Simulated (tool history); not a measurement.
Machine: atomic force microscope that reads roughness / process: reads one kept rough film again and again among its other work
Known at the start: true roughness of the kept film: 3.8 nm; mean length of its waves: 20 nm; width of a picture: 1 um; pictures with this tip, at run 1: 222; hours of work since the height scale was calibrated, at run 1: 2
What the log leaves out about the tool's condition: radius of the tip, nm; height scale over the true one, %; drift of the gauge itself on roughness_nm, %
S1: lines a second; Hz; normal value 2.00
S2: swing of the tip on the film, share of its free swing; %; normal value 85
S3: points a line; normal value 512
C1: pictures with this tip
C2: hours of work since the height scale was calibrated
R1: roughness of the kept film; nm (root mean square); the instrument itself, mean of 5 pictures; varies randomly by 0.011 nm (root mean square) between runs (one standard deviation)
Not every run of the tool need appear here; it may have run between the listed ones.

Run 1, day 0.000: usual settings; C1 222; C2 2. Result: R1 2.088 nm (root mean square).
Run 2, day 0.521: usual settings; C1 246; C2 10. Result: R1 2.040 nm (root mean square).
Run 3, day 1.083: usual settings; C1 272; C2 19. Result: R1 2.010 nm (root mean square).
At day 1.275: new tip fitted.
Run 4, day 1.483: usual settings but S2 62 %; C1 9; C2 25. Result: R1 2.944 nm (root mean square).
Run 5, day 1.983: usual settings but S2 62 %; C1 33; C2 33. Result: R1 2.835 nm (root mean square).
Run 6, day 2.321: usual settings but S2 62 %; C1 48; C2 39. Result: R1 2.847 nm (root mean square).
Run 7, day 2.642: usual settings but S1 2.55 Hz; C1 63; C2 44. Result: R1 2.258 nm (root mean square).
Run 8, day 2.988: usual settings but S1 2.55 Hz, S2 70 %; C1 79; C2 49. Result: R1 2.559 nm (root mean square).
Run 9, day 3.296: usual settings but S1 2.55 Hz, S2 71 %; C1 93; C2 54. Result: R1 2.504 nm (root mean square).
Run 10, day 3.788: usual settings but S1 2.55 Hz, S2 71 %; C1 116; C2 62. Result: R1 2.434 nm (root mean square).
At day 3.862: height scale calibrated on a step standard.
Run 11, day 4.267: usual settings but S1 2.55 Hz, S2 71 %; C1 136; C2 6. Result: R1 2.379 nm (root mean square).
Run 12, day 4.921: usual settings but S1 2.55 Hz, S2 71 %; C1 166; C2 17. Result: R1 2.340 nm (root mean square).
Run 13, day 5.538: usual settings but S1 2.55 Hz, S2 71 %; C1 195; C2 27. Result: R1 2.286 nm (root mean square).
Run 14, day 6.092: usual settings but S1 1.96 Hz, S2 71 %, S3 265; C1 220; C2 35. Result: R1 2.252 nm (root mean square).
Run 15, day 6.671: usual settings but S1 2.86 Hz, S3 360; C1 247; C2 44. Result: R1 1.834 nm (root mean square).
Run 16, day 7.050: usual settings but S1 2.86 Hz, S3 360; C1 264; C2 50. Result: R1 1.821 nm (root mean square).

Below are 4 alternative next runs, each starting from the tool's condition after run 16. Predict each:
At day 7.275: height scale calibrated on a step standard, once more.
At day 7.458: new tip fitted.
Run A, day 7.479: usual settings but S1 3.96 Hz, S2 87 %, S3 685; C1 1; C2 3. Result: R1 ?.
At day 7.275: height scale calibrated on a step standard, once more.
At day 7.458: new tip fitted.
Run B, day 7.479: usual settings but S1 0.92 Hz, S3 500; C1 1; C2 3. Result: R1 ?.
At day 7.275: height scale calibrated on a step standard, once more.
At day 7.458: new tip fitted.
Run C, day 7.479: usual settings but S1 1.89 Hz, S3 360; C1 1; C2 3. Result: R1 ?.
At day 7.275: height scale calibrated on a step standard, once more.
At day 7.458: new tip fitted.
Run D, day 7.479: usual settings but S1 0.55 Hz, S2 90 %, S3 309; C1 1; C2 3. Result: R1 ?.

run     R1
  A  2.051
  B  2.810
  C  2.528
  D  2.823
Take away the tool's hidden state, keep each run's random variation, and the runs would have read:
run     R1
  A  2.070
  B  2.835
  C  2.551
  D  2.848
